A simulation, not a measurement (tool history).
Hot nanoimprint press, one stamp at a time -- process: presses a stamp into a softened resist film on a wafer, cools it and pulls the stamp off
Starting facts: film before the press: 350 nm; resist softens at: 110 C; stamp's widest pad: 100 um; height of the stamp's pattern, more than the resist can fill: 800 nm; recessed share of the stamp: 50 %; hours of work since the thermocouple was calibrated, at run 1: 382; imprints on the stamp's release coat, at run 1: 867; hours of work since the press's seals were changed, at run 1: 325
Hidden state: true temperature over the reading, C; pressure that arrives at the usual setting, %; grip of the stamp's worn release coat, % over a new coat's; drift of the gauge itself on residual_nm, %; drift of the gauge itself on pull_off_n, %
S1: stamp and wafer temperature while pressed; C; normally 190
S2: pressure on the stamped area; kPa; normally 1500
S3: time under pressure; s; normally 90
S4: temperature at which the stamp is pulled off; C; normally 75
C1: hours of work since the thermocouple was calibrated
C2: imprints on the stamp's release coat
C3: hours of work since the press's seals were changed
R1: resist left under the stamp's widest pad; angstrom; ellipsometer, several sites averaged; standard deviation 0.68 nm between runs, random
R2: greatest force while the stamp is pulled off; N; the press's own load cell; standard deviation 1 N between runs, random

run   hour   S1    S2   S3  S4   C1    C2   C3    R1     R2
  1    0.0  190  1500   90  75  382   867  325  1978  109.3
  2   18.4  190  1500   90  75  390   912  333  1968  108.5
  3   33.0  190  1500   90  75  397   948  339  1970  111.0
  4   41.6  190  1500   90  75  400   969  343  1979  110.9
  5   56.0  192  1500   90  75  407  1004  349  1844  112.0
  6   72.8  192  1500   90  75  414  1045  357  1844  111.8
  7   81.4  190  1500   66  75  418  1066  360  2183  111.3
  8   89.9  190  1500   66  71  421  1087  364  2186  118.7
  9  106.5  190  1500   90  75  428  1128  371  1985  113.0
 10  121.5  190  1500   90  75  435  1164  377  1982  112.7
 11  130.7  190  1500   90  75  439  1187  381  1983  116.5
 12  143.5  190  1500   90  75  444  1218  387  1981  115.5
     154.7  -- stamp cleaned and given a new release coat
 13  159.8  190  1500   90  75  449    12  391  1986   92.8
 14  171.9  190  1500   90  75  454    42  397  1971   96.2
 15  184.6  190  1500   90  75  459    73  402  2006   94.7
 16  194.2  185   910   90  83  464    96  406  2631   89.8
 17  206.4  185   910   90  83  469   126  411  2628   91.3
 18  218.7  186  1500  108  75  474   156  417  2131   97.4
 19  232.7  186  2020  128  63  480   191  423  1838  109.2
 20  241.4  190  1500  177  81  484   212  427  1545   93.4
 21  250.4  190  1500   62  65  488   234  430  2244  108.3
 22  263.9  182   960  152  67  494   267  436  2475  108.3
 23  282.3  190  2270   90  80  502   312  444  1737   97.1
 24  296.9  190  1250  114  75  508   348  451  1960  102.4
 25  313.9  190  1250  114  75  515   389  458  1966  102.3
 26  326.4  190  1250  114  75  521   420  463  1961  103.3
 27  346.0  179  1440   90  75  529   468  472  2767  103.9
 28  361.0  179  1440   90  75  535   504  478  2763  104.4
 29  378.1  190  1500   90  69  543   546  486  2008  108.8
     386.2  -- plate thermocouple calibrated
 30  391.0  196  1500   46  65    2   571  490  1978  110.5

Take each entry between the runs: how does the hidden state at the last listed run before it differ from the hidden state at the first listed run after it?
Between runs 12 and 13: stamp cleaned and given a new release coat (hour 154.7)
  true temperature over the reading, C: -1.84 -> -1.86; pressure that arrives at the usual setting, %: 97.73 -> 97.7; grip of the stamp's worn release coat, % over a new coat's: 22.3 -> 0.2
  measured result minus the result with no hidden state, R1: +133 -> +135 angstrom; R2: +22.6 -> +1.6 N
Between runs 29 and 30: plate thermocouple calibrated (hour 386.2)
  true temperature over the reading, C: -2.19 -> -0.22; pressure that arrives at the usual setting, %: 97.12 -> 97.1; grip of the stamp's worn release coat, % over a new coat's: 10 -> 10.4
  measured result minus the result with no hidden state, R1: +161 -> +32 angstrom; R2: +11.7 -> +10.7 N
